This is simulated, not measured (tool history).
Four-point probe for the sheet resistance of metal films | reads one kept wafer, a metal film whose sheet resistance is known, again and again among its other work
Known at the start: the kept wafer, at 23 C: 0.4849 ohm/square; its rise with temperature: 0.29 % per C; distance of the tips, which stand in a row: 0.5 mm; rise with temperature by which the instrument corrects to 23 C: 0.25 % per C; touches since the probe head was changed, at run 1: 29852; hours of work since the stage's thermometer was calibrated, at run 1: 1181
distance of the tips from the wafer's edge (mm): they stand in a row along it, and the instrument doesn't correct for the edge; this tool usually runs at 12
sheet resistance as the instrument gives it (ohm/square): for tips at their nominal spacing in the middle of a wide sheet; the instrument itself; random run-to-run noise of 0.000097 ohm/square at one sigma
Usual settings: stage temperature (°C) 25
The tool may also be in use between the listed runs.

run    hour  stage temperature (°C)  distance of the tips from the wafer's edge (mm)  touches since the probe head was changed  hours of work since the stage's thermometer was calibrated  sheet resistance as the instrument gives it (ohm/square)
  1     0.0                      25                                               12                                     29852                                                        1181                                                  0.488272
  2   121.8                      25                                               12                                     31325                                                        1239                                                  0.488452
  3   228.1                      25                                               12                                     32610                                                        1290                                                  0.488465
  4   356.0                      25                                                4                                     34156                                                        1351                                                  0.492066
  5   465.2                      22                                                4                                     35476                                                        1403                                                  0.491584
  6   566.2                      25                                               12                                     36698                                                        1451                                                  0.488831
  7   671.0                      25                                               12                                     37965                                                        1501                                                  0.488787
  8   806.5                      22                                               40                                     39603                                                        1566                                                  0.487860
  9   924.5                      25                                               28                                     41029                                                        1622                                                  0.488536
 10  1001.2                      19                                                6                                     41957                                                        1659                                                  0.489086
 11  1108.4                      21                                               51                                     43253                                                        1710                                                  0.487817
 12  1184.3                      21                                               51                                     44171                                                        1747                                                  0.487862
 13  1317.9                      22                                                3                                     45785                                                        1811                                                  0.495340

A few steps of sheet resistance as the instrument gives it (ohm/square) between consecutive runs. Split each: what settings, incoming material and random variation would produce without the hidden state, and what is left over for the hidden state, along with gauge scatter present in only one of the two compared results (measured, and without hidden state):
Hidden state present: inner tips' distance over the nominal, %; tips' flats over new ones', %; wafer's true temperature over the reading, C; drift of the gauge itself on sheet_ohm, %.
Run 12 -> 13: stage temperature (°C) 21 -> 22, distance of the tips from the wafer's edge (mm) 51 -> 3. sheet resistance as the instrument gives it (ohm/square) +0.007478: hidden state +0.000126, all else +0.007352.
